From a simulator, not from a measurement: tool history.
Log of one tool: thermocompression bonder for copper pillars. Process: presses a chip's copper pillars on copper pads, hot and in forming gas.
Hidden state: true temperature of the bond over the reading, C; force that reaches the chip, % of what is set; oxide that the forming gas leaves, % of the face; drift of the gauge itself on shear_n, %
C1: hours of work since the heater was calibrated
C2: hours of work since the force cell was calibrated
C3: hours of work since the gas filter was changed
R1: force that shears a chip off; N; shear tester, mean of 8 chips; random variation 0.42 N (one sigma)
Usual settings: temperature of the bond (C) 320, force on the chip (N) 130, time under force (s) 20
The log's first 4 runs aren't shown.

run 5 hour=98.6 | temperature_of_the_bond_(C)=320 force_on_the_chip_(N)=79 time_under_force_(s)=20 | C1=794 C2=1003 C3=60 | R1=45.6
run 6 hour=119 | temperature_of_the_bond_(C)=320 force_on_the_chip_(N)=79 time_under_force_(s)=20 | C1=810 C2=1019 C3=76 | R1=46.1
run 7 hour=143.3 | temperature_of_the_bond_(C)=320 force_on_the_chip_(N)=79 time_under_force_(s)=20 | C1=830 C2=1038 C3=95 | R1=46.9
run 8 hour=157.5 | temperature_of_the_bond_(C)=320 force_on_the_chip_(N)=130 time_under_force_(s)=20 | C1=841 C2=1049 C3=107 | R1=67.5
run 9 hour=178.2 | temperature_of_the_bond_(C)=320 force_on_the_chip_(N)=130 time_under_force_(s)=20 | C1=857 C2=1066 C3=123 | R1=68.6
run 10 hour=201.9 | temperature_of_the_bond_(C)=320 force_on_the_chip_(N)=130 time_under_force_(s)=20 | C1=876 C2=1084 C3=142 | R1=67.7
run 11 hour=215.3 | temperature_of_the_bond_(C)=320 force_on_the_chip_(N)=130 time_under_force_(s)=20 | C1=886 C2=1095 C3=152 | R1=67.7
run 12 hour=236.5 | temperature_of_the_bond_(C)=320 force_on_the_chip_(N)=130 time_under_force_(s)=20 | C1=903 C2=1112 C3=169 | R1=67
run 13 hour=251.7 | temperature_of_the_bond_(C)=320 force_on_the_chip_(N)=130 time_under_force_(s)=20 | C1=915 C2=1124 C3=181 | R1=66.8
-- hour=259.3 heater calibrated with a thermocouple chip
run 14 hour=266.8 | temperature_of_the_bond_(C)=338 force_on_the_chip_(N)=130 time_under_force_(s)=20 | C1=6 C2=1134 C3=191 | R1=77.7
run 15 hour=281.5 | temperature_of_the_bond_(C)=338 force_on_the_chip_(N)=130 time_under_force_(s)=20 | C1=17 C2=1145 C3=203 | R1=76.9
run 16 hour=302.3 | temperature_of_the_bond_(C)=338 force_on_the_chip_(N)=130 time_under_force_(s)=20 | C1=34 C2=1162 C3=219 | R1=76.6
run 17 hour=315.2 | temperature_of_the_bond_(C)=320 force_on_the_chip_(N)=175 time_under_force_(s)=20 | C1=44 C2=1172 C3=229 | R1=82.8
run 18 hour=337.7 | temperature_of_the_bond_(C)=339 force_on_the_chip_(N)=175 time_under_force_(s)=20 | C1=62 C2=1190 C3=247 | R1=93.7
run 19 hour=358.7 | temperature_of_the_bond_(C)=339 force_on_the_chip_(N)=175 time_under_force_(s)=42 | C1=78 C2=1206 C3=264 | R1=113.7
run 20 hour=386.6 | temperature_of_the_bond_(C)=339 force_on_the_chip_(N)=175 time_under_force_(s)=42 | C1=100 C2=1228 C3=286 | R1=114.2
run 21 hour=403 | temperature_of_the_bond_(C)=339 force_on_the_chip_(N)=79 time_under_force_(s)=42 | C1=113 C2=1241 C3=299 | R1=72.3
-- hour=423.3 forming gas filter changed
run 22 hour=430.6 | temperature_of_the_bond_(C)=339 force_on_the_chip_(N)=79 time_under_force_(s)=42 | C1=135 C2=1263 C3=6 | R1=72.9
run 23 hour=447.2 | temperature_of_the_bond_(C)=339 force_on_the_chip_(N)=79 time_under_force_(s)=42 | C1=148 C2=1276 C3=19 | R1=72.6
run 24 hour=474.4 | temperature_of_the_bond_(C)=320 force_on_the_chip_(N)=79 time_under_force_(s)=42 | C1=169 C2=1297 C3=40 | R1=61.1
run 25 hour=493.5 | temperature_of_the_bond_(C)=318 force_on_the_chip_(N)=102 time_under_force_(s)=20 | C1=184 C2=1312 C3=55 | R1=55.6
run 26 hour=513.2 | temperature_of_the_bond_(C)=325 force_on_the_chip_(N)=100 time_under_force_(s)=28 | C1=200 C2=1328 C3=71 | R1=66
run 27 hour=540.8 | temperature_of_the_bond_(C)=323 force_on_the_chip_(N)=191 time_under_force_(s)=20 | C1=221 C2=1349 C3=93 | R1=88.4

Forecast run 28:
run 28 hour=565.6 | temperature_of_the_bond_(C)=323 force_on_the_chip_(N)=112 time_under_force_(s)=40 | C1=241 C2=1369 C3=112 | R1=?

{"run 28": {"R1": 79.5}}
Without the tool's hidden state the same run would have given R1 79.4 N.

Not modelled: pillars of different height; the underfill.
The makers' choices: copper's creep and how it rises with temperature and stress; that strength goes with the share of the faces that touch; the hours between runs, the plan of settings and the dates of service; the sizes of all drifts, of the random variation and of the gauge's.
